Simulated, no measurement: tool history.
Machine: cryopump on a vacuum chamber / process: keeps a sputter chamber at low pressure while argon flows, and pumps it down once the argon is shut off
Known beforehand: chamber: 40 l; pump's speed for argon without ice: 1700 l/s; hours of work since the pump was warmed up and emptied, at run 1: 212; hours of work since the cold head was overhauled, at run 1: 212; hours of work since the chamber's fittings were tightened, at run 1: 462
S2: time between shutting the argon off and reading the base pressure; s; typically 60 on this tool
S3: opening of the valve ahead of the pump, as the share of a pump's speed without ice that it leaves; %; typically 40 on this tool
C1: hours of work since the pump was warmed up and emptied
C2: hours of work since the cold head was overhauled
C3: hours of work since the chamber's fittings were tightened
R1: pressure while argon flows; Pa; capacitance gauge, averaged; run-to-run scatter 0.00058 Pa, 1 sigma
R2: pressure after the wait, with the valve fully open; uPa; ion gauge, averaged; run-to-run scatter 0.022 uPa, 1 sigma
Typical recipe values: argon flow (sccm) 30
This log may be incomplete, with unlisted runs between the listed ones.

Run 1, day 0: usual settings; C1 212; C2 212; C3 462. Result: R1 0.0771 Pa, R2 0.82 uPa.
Run 2, day 1.254: usual settings; C1 239; C2 239; C3 489. Result: R1 0.0787 Pa, R2 0.81 uPa.
Run 3, day 2.033: usual settings; C1 255; C2 255; C3 506. Result: R1 0.0783 Pa, R2 0.84 uPa.
Run 4, day 3.033: usual settings but argon flow (sccm) 32; C1 277; C2 277; C3 527. Result: R1 0.0828 Pa, R2 0.89 uPa.
Run 5, day 3.862: usual settings but argon flow (sccm) 59; C1 295; C2 295; C3 545. Result: R1 0.1545 Pa, R2 0.87 uPa.
Run 6, day 5.108: usual settings but argon flow (sccm) 59; C1 321; C2 321; C3 572. Result: R1 0.1543 Pa, R2 0.92 uPa.
Run 7, day 5.708: usual settings but argon flow (sccm) 59; C1 334; C2 334; C3 585. Result: R1 0.1544 Pa, R2 0.92 uPa.
Run 8, day 6.938: usual settings but argon flow (sccm) 59; C1 361; C2 361; C3 611. Result: R1 0.1561 Pa, R2 0.94 uPa.
Run 9, day 7.721: usual settings but S3 22 %; C1 377; C2 377; C3 628. Result: R1 0.1415 Pa, R2 0.9 uPa.
Run 10, day 8.871: usual settings; C1 402; C2 402; C3 652. Result: R1 0.0798 Pa, R2 0.94 uPa.
Run 11, day 9.496: usual settings but S3 36 %; C1 415; C2 415; C3 666. Result: R1 0.0882 Pa, R2 0.92 uPa.
Run 12, day 10.462: usual settings but S2 23 s; C1 436; C2 436; C3 687. Result: R1 0.0804 Pa, R2 1.69 uPa.
Run 13, day 11.471: usual settings but S2 23 s; C1 458; C2 458; C3 708. Result: R1 0.0805 Pa, R2 1.64 uPa.
Run 14, day 12.212: usual settings but S2 23 s; C1 474; C2 474; C3 724. Result: R1 0.0813 Pa, R2 1.74 uPa.
Run 15, day 13.075: usual settings but S2 23 s, S3 23 %; C1 492; C2 492; C3 743. Result: R1 0.1366 Pa, R2 1.68 uPa.
Run 16, day 14.379: usual settings but S2 23 s, S3 23 %; C1 520; C2 520; C3 770. Result: R1 0.1376 Pa, R2 1.73 uPa.
Run 17, day 15.421: usual settings but S2 23 s, S3 23 %; C1 542; C2 542; C3 793. Result: R1 0.1371 Pa, R2 1.71 uPa.
Run 18, day 16.517: usual settings but S2 23 s, S3 23 %; C1 566; C2 566; C3 816. Result: R1 0.138 Pa, R2 1.73 uPa.
Run 19, day 17.125: usual settings but argon flow (sccm) 14, S2 97 s, S3 44 %; C1 579; C2 579; C3 829. Result: R1 0.0362 Pa, R2 0.94 uPa.
Run 20, day 17.992: usual settings but argon flow (sccm) 14, S2 37 s, S3 44 %; C1 597; C2 597; C3 848. Result: R1 0.0368 Pa, R2 1.37 uPa.
Run 21, day 19.446: usual settings but argon flow (sccm) 28, S3 38 %; C1 629; C2 629; C3 879. Result: R1 0.0814 Pa, R2 1.12 uPa.
Run 22, day 20.762: usual settings but argon flow (sccm) 28, S2 129 s, S3 38 %; C1 657; C2 657; C3 907. Result: R1 0.0825 Pa, R2 0.9 uPa.
Run 23, day 22.021: usual settings but argon flow (sccm) 53, S2 84 s, S3 32 %; C1 684; C2 684; C3 934. Result: R1 0.1844 Pa, R2 1.03 uPa.
Run 24, day 23.071: usual settings but argon flow (sccm) 53, S2 84 s, S3 32 %; C1 706; C2 706; C3 957. Result: R1 0.1843 Pa, R2 1.07 uPa.
Run 25, day 24.117: usual settings but argon flow (sccm) 53, S2 84 s, S3 32 %; C1 729; C2 729; C3 979. Result: R1 0.1841 Pa, R2 1.09 uPa.
Run 26, day 25.508: usual settings but argon flow (sccm) 53, S2 84 s, S3 32 %; C1 759; C2 759; C3 1009. Result: R1 0.1857 Pa, R2 1.06 uPa.
Run 27, day 26.725: usual settings but argon flow (sccm) 53, S2 84 s, S3 32 %; C1 785; C2 785; C3 1035. Result: R1 0.1883 Pa, R2 1.11 uPa.
Run 28, day 27.85: usual settings but S2 31 s; C1 809; C2 809; C3 1059. Result: R1 0.0881 Pa, R2 1.65 uPa.
At day 28.979: pump warmed up, emptied and cooled again.
Run 29, day 29.483: usual settings but argon flow (sccm) 25, S2 100 s, S3 15 %; C1 11; C2 839; C3 1090. Result: R1 0.1653 Pa, R2 0.89 uPa.
Run 30, day 30.783: usual settings but argon flow (sccm) 42, S2 32 s, S3 18 %; C1 39; C2 867; C3 1118. Result: R1 0.2332 Pa, R2 1.42 uPa.
Run 31, day 31.962: usual settings but argon flow (sccm) 42, S2 32 s, S3 18 %; C1 64; C2 892; C3 1143. Result: R1 0.2345 Pa, R2 1.42 uPa.
Run 32, day 32.829: usual settings but S3 17 %; C1 82; C2 911; C3 1161. Result: R1 0.1761 Pa, R2 1.09 uPa.
Run 33, day 33.967: usual settings but S3 17 %; C1 107; C2 935; C3 1186. Result: R1 0.1768 Pa, R2 1.05 uPa.

Here are 5 independent what-if runs from the current tool condition. What would each one return?
Run A, day 35.008: usual settings but argon flow (sccm) 16, S2 49 s; C1 129; C2 958; C3 1208. Result: R1 ?, R2 ?.
Run B, day 35.008: usual settings but argon flow (sccm) 26; C1 129; C2 958; C3 1208. Result: R1 ?, R2 ?.
Run C, day 35.008: usual settings but argon flow (sccm) 59, S3 32 %; C1 129; C2 958; C3 1208. Result: R1 ?, R2 ?.
Run D, day 35.008: usual settings but argon flow (sccm) 32; C1 129; C2 958; C3 1208. Result: R1 ?, R2 ?.
Run E, day 35.008: usual settings but argon flow (sccm) 13, S2 115 s, S3 28 %; C1 129; C2 958; C3 1208. Result: R1 ?, R2 ?.

run      R1    R2
  A  0.0406   1.2
  B  0.0663  1.12
  C  0.1877  1.12
  D  0.0827  1.09
  E  0.0475  0.88
Take away the tool's hidden state, keep each run's random variation, and the runs would have read:
run      R1    R2
  A  0.0395   0.7
  B  0.0644  0.61
  C  0.1834  0.63
  D  0.0804  0.59
  E  0.0465  0.38
